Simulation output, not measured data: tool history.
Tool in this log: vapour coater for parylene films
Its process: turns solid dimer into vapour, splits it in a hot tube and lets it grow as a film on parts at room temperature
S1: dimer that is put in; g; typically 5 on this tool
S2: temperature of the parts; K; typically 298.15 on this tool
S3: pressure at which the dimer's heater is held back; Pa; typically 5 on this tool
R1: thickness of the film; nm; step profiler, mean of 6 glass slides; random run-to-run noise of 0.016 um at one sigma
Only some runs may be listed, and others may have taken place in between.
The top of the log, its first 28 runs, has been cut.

| run | hour | S1 | S2 | S3 | R1 |
|---|---|---|---|---|---|
|  | 1501 | trap's valve overhauled |
| 29 | 1542.6 | 5 | 296.15 | 5 | 1180 |
| 30 | 1580.8 | 5 | 296.15 | 5 | 1150 |
| 31 | 1655 | 5 | 296.15 | 5 | 1140 |
| 32 | 1685.4 | 5 | 296.15 | 5 | 1130 |
| 33 | 1747.2 | 3 | 304.15 | 7.33 | 440 |
| 34 | 1779.4 | 4 | 297.15 | 5 | 840 |
| 35 | 1839.6 | 7 | 300.15 | 4.56 | 1290 |
|  | 1876.7 | trap's valve overhauled |
| 36 | 1897.9 | 7 | 300.15 | 4.56 | 1360 |
| 37 | 1939.4 | 4 | 294.15 | 11.4 | 880 |
| 38 | 1983.5 | 4 | 294.15 | 11.4 | 870 |
| 39 | 2032 | 4 | 294.15 | 2.36 | 1120 |
| 40 | 2093.7 | 7 | 305.15 | 11.47 | 950 |
| 41 | 2161.7 | 5 | 305.15 | 3.39 | 800 |
| 42 | 2210.6 | 6 | 298.15 | 5 | 1180 |
|  | 2250.6 | trap's valve overhauled |
| 43 | 2255.1 | 6 | 298.15 | 5 | 1300 |
| 44 | 2297.1 | 6 | 298.15 | 5 | 1280 |
| 45 | 2348.6 | 3 | 303.15 | 2.16 | 600 |

Predict each of these 4 candidate next runs independently; none follows another, all start after run 45:
| A | 2399.3 | 3 | 310.15 | 2.35 | ? |
| B | 2399.3 | 3 | 303.15 | 2.16 | ? |
| C | 2399.3 | 3 | 304.15 | 2.51 | ? |
| D | 2399.3 | 5 | 298.15 | 9.43 | ? |

| run | R1 |
|---|---|
| A | 430 |
| B | 580 |
| C | 550 |
| D | 930 |
What these runs would have given with no unlogged condition in the tool:
| run | R1 |
|---|---|
| A | 460 |
| B | 630 |
| C | 590 |
| D | 1000 |

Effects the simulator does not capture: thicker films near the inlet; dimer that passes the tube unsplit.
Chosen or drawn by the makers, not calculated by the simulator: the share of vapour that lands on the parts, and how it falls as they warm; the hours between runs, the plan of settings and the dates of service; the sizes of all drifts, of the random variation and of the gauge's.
